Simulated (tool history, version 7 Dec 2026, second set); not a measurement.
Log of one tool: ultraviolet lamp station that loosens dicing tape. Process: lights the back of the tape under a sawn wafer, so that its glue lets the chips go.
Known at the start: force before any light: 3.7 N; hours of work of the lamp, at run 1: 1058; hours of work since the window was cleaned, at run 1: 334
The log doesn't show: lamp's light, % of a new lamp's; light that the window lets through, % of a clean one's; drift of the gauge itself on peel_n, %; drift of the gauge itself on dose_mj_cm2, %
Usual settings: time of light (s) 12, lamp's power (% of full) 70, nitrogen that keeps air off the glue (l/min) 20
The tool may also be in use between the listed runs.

run	hour	time of light (s)	lamp's power (% of full)	nitrogen that keeps air off the glue (l/min)	hours of work of the lamp	hours of work since the window was cleaned	force that peels the tape off (N)	light that reached the tape (J/m2)
1	0	12	70	20	1058	334	0.256	1730
# hour 64.7: window cleaned of glue's vapour
2	69.3	12	70	20	1108	3	0.194	1950
3	116.9	12	84	20	1143	38	0.155	2300
4	213.4	12	70	20	1213	109	0.222	1880
5	307	12	70	20	1282	177	0.236	1760
6	363	12	70	20	1323	218	0.243	1750
7	408.2	12	70	6	1356	251	0.451	1740
8	497.5	12	70	20	1421	316	0.28	1630
9	576.6	12	70	20	1479	374	0.302	1540
# hour 585.6: window cleaned of glue's vapour
10	621.7	12	70	20	1511	26	0.232	1790
11	687.8	12	70	10	1559	75	0.341	1830
12	774.6	12	70	10	1623	138	0.38	1660
# hour 837.2: lamp changed
13	857	12	70	20	14	197	0.168	2110
14	909.4	12	70	20	53	236	0.167	2130
15	960.1	24	70	23	90	273	0.096	4080
16	1010.7	24	70	23	127	309	0.098	4030

The next listed run, before its measurement:
17	1084.5	7	97	10	180	363	?	?

Run 17 gave force that peels the tape off (N) 0.417, light that reached the tape (J/m2) 1570.
Without the tool's hidden state the same run would have given force that peels the tape off (N) 0.291, light that reached the tape (J/m2) 1900.
